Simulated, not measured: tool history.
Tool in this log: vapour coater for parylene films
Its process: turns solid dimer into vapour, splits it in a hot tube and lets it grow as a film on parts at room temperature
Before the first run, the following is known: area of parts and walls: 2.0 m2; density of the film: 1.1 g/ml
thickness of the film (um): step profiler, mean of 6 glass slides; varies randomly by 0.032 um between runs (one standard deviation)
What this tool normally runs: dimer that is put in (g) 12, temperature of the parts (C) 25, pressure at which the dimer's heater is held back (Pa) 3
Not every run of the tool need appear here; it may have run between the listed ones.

run	hour	dimer that is put in (g)	temperature of the parts (C)	pressure at which the dimer's heater is held back (Pa)	thickness of the film (um)
1	0	12	25	3	2.84
2	43.1	12	25	3	2.83
3	110.3	12	25	3	2.79
4	171.9	12	25	3	2.79
5	221.8	12	25	3	2.73
# hour 238.3: trap's valve overhauled
6	293.7	12	25	3	3.14

Run 7, settings as shown, results not yet in. Your forecast:
7	357.2	12	25	3	?

thickness of the film (um): 3.14
Take away the tool's hidden state, keep the run-to-run variation as it was, and the same run would have given thickness of the film (um) 3.24.
